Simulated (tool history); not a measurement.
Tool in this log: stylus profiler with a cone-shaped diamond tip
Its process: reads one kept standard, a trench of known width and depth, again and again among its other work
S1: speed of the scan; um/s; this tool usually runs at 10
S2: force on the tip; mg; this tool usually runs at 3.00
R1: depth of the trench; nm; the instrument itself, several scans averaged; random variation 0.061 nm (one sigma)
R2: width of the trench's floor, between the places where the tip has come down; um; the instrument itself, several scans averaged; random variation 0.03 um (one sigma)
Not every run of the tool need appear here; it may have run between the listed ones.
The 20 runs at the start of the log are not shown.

| run | hour | S1 | S2 | R1 | R2 |
|---|---|---|---|---|---|
| 21 | 286.7 | 27 | 5.42 | 204.62 | 46.98 |
| 22 | 306.4 | 14 | 8.05 | 206.01 | 47.09 |
| 23 | 321.4 | 13 | 4.20 | 203.77 | 46.98 |
| 24 | 338.1 | 9 | 1.65 | 201.73 | 46.93 |
| 25 | 347.8 | 27 | 1.31 | 201.50 | 46.84 |
| 26 | 356.3 | 12 | 2.21 | 202.34 | 46.95 |
| 27 | 375.0 | 4 | 3.82 | 203.46 | 47.04 |
| 28 | 384.2 | 4 | 3.82 | 203.43 | 47.03 |
| 29 | 401.9 | 2 | 2.55 | 202.68 | 47.07 |
| 30 | 416.1 | 38 | 8.51 | 206.29 | 46.90 |
| 31 | 427.4 | 6 | 7.00 | 205.44 | 47.04 |
| 32 | 447.2 | 3 | 8.54 | 206.16 | 47.02 |
| 33 | 455.5 | 3 | 8.54 | 206.26 | 47.00 |
| 34 | 465.5 | 3 | 8.54 | 206.17 | 47.02 |

Branching from run 34: 5 alternative next runs. What would each branch give?
| A | 473.8 | 21 | 8.54 | ? | ? |
| B | 473.8 | 20 | 2.20 | ? | ? |
| C | 473.8 | 14 | 5.98 | ? | ? |
| D | 473.8 | 4 | 1.58 | ? | ? |
| E | 473.8 | 3 | 4.31 | ? | ? |

| run | R1 | R2 |
|---|---|---|
| A | 206.20 | 47.00 |
| B | 202.26 | 46.90 |
| C | 204.87 | 46.95 |
| D | 201.72 | 46.97 |
| E | 203.77 | 47.01 |
Stripped of hidden state, with their random variation kept, the same runs would have yielded:
| run | R1 | R2 |
|---|---|---|
| A | 206.60 | 47.17 |
| B | 202.64 | 47.07 |
| C | 205.26 | 47.11 |
| D | 202.10 | 47.13 |
| E | 204.16 | 47.18 |
